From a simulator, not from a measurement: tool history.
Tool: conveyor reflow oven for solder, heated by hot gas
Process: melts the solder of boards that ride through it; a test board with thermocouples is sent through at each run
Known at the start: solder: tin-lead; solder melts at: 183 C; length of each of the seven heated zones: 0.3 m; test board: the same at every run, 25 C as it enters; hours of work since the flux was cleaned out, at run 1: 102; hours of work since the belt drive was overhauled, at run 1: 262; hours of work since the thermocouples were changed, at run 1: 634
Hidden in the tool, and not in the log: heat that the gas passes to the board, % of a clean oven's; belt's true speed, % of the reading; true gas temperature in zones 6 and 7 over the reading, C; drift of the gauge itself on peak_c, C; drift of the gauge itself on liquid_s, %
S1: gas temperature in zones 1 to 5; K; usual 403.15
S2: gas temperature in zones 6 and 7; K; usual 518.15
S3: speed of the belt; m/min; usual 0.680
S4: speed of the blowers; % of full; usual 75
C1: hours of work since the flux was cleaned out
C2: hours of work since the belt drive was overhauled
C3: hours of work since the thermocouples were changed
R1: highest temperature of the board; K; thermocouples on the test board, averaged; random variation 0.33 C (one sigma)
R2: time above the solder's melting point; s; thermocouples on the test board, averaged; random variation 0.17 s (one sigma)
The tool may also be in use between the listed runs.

run,hour,S1,S2,S3,S4,C1,C2,C3,R1,R2
1,0.0,403.15,518.15,0.680,75,102,262,634,498.45,41.4
2,13.1,403.15,518.15,0.680,75,108,268,640,498.05,41.3
3,26.9,403.15,518.15,0.680,75,114,274,646,497.55,40.9
4,34.2,403.15,518.15,0.680,75,117,277,649,497.25,41.0
5,48.3,403.15,518.15,0.680,75,123,283,655,497.65,41.3
6,60.0,403.15,518.15,0.680,75,128,288,660,497.55,41.1
7,69.1,403.15,518.15,0.680,75,132,292,664,497.25,41.3
8,83.1,403.15,507.15,0.650,75,138,298,670,490.05,39.0
9,100.5,394.15,518.15,0.611,75,146,306,678,499.85,44.7
10,113.7,405.15,518.15,0.611,71,152,311,683,500.85,47.5
11,123.7,413.15,521.15,0.709,68,156,316,688,497.55,41.0

Forecast each of these 5 alternatives for the next run:
A,136.5,413.15,519.15,0.611,80,161,321,693,?,?
B,136.5,415.15,507.15,0.544,68,161,321,693,?,?
C,136.5,413.15,518.15,0.683,68,161,321,693,?,?
D,136.5,413.15,513.15,0.709,68,161,321,693,?,?
E,136.5,409.15,521.15,0.709,68,161,321,693,?,?

run,R1,R2
A,504.95,51.8
B,494.85,53.9
C,496.95,42.3
D,490.95,37.9
E,497.55,39.8
Without the tool's hidden state the same runs would have given:
run,R1,R2
A,505.65,52.1
B,495.15,54.2
C,497.95,42.8
D,491.95,38.5
E,498.75,40.3

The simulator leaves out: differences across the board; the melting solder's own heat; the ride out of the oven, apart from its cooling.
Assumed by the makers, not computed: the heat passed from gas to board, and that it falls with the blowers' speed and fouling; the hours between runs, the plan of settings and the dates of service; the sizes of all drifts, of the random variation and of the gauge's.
